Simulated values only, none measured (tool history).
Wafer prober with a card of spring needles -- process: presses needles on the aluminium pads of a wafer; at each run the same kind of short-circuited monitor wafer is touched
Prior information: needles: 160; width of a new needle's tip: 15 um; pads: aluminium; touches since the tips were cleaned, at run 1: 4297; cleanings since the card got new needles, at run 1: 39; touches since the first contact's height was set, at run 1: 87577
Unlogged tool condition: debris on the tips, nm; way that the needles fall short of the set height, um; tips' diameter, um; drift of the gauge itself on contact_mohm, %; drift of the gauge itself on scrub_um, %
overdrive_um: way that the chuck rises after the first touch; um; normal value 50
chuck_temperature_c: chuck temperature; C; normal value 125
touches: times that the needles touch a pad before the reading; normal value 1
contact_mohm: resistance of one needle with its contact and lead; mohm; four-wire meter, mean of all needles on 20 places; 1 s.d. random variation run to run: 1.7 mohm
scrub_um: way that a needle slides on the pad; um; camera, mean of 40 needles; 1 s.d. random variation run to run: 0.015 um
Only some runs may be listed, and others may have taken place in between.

run     day  overdrive_um  chuck_temperature_c  touches  touches since the tips were cleaned  cleanings since the card got new needles  touches since the first contact's height was set  contact_mohm  scrub_um
  1   0.000            50                  125        1                                 4297                                        39                                             87577           242      6.33
      0.192  -- tips cleaned on abrasive film
      0.796  -- tips cleaned on abrasive film
  2   1.204            50                  125        1                                 4417                                        41                                            100514           243      6.31
      1.404  -- tips cleaned on abrasive film
      2.071  -- tips cleaned on abrasive film
  3   2.525            50                  125        1                                 4902                                        43                                            114686           248      6.29
      2.696  -- tips cleaned on abrasive film
  4   3.121            50                  125        1                                 4572                                        44                                            121062           251      6.31
      3.308  -- tips cleaned on abrasive film
      3.917  -- tips cleaned on abrasive film
  5   4.375            50                  125        1                                 4922                                        46                                            134537           250      6.27
      4.479  -- tips cleaned on abrasive film
      5.054  -- tips cleaned on abrasive film
  6   5.142            50                   30        1                                  921                                        48                                            142733           175      6.28
      5.646  -- tips cleaned on abrasive film
      6.250  -- tips cleaned on abrasive film
  7   6.358            64                  125        1                                 1211                                        50                                            155824           176      8.05
      6.804  -- tips cleaned on abrasive film
  8   7.067            64                  125        1                                 2845                                        51                                            163401           203      8.08
      7.467  -- tips cleaned on abrasive film
      8.042  -- tips cleaned on abrasive film
  9   8.154            64                  125        3                                 1234                                        53                                            175095           171      8.06
      8.600  -- tips cleaned on abrasive film
 10   8.979            64                  125        3                                 4081                                        54                                            183945           175      8.03
      9.217  -- tips cleaned on abrasive film
      9.546  -- height of the first contact set anew
      9.796  -- tips cleaned on abrasive film
 11  10.029            48                  125        1                                 2503                                        56                                              5179           224      6.15
     10.367  -- tips cleaned on abrasive film
 12  10.812            59                   72        2                                 4803                                        57                                             13617           192      7.54
     10.942  -- tips cleaned on abrasive film
     11.558  -- tips cleaned on abrasive film
 13  12.038            59                   87        1                                 5152                                        59                                             26749           223      7.52
     12.150  -- tips cleaned on abrasive film
     12.704  -- tips cleaned on abrasive film
 14  12.754            60                   37        1                                  571                                        61                                             34431           163      7.66
     13.338  -- tips cleaned on abrasive film
 15  13.492            61                  113        2                                 1645                                        62                                             42332           182      7.74
     13.954  -- tips cleaned on abrasive film
     14.533  -- tips cleaned on abrasive film
 16  14.858            33                  121        2                                 3511                                        64                                             57021           269      4.16
     15.162  -- tips cleaned on abrasive film
     15.746  -- tips cleaned on abrasive film
 17  15.879            50                  125        1                                 1470                                        66                                             67976           201      6.32
     16.308  -- tips cleaned on abrasive film
 18  16.688            50                  125        1                                 4093                                        67                                             76657           242      6.34
     16.896  -- tips cleaned on abrasive film
     17.467  -- tips cleaned on abrasive film
 19  17.567            50                  125        1                                 1095                                        69                                             86079           199      6.31
     18.108  -- tips cleaned on abrasive film
     18.667  -- tips cleaned on abrasive film
 20  18.704            50                  125        1                                  409                                        71                                             98270           183      6.30
     19.246  -- tips cleaned on abrasive film
     19.800  -- tips cleaned on abrasive film
 21  20.067            50                  116        2                                 2889                                        73                                            112929           203      6.30
     20.388  -- tips cleaned on abrasive film
     20.975  -- tips cleaned on abrasive film
 22  21.046            50                  116        2                                  726                                        75                                            123383           180      6.26

Predict each of these 5 candidate next runs independently; none follows another, all start after run 22:
     21.567  -- tips cleaned on abrasive film
  A  21.667            50                   31        2                                 1060                                        76                                            130052             ?         ?
     21.567  -- tips cleaned on abrasive film
  B  21.667            50                   67        3                                 1060                                        76                                            130052             ?         ?
     21.567  -- tips cleaned on abrasive film
  C  21.667            50                   94        3                                 1060                                        76                                            130052             ?         ?
     21.567  -- tips cleaned on abrasive film
  D  21.667            35                  125        1                                 1060                                        76                                            130052             ?         ?
     21.567  -- tips cleaned on abrasive film
  E  21.667            36                   30        2                                 1060                                        76                                            130052             ?         ?

run  contact_mohm  scrub_um
  A           171      6.28
  B           169      6.31
  C           170      6.28
  D           232      4.37
  E           194      4.50
Without the tool's unlogged condition, the same runs would have read:
run  contact_mohm  scrub_um
  A           150      6.39
  B           156      6.42
  C           158      6.40
  D           173      4.48
  E           154      4.62

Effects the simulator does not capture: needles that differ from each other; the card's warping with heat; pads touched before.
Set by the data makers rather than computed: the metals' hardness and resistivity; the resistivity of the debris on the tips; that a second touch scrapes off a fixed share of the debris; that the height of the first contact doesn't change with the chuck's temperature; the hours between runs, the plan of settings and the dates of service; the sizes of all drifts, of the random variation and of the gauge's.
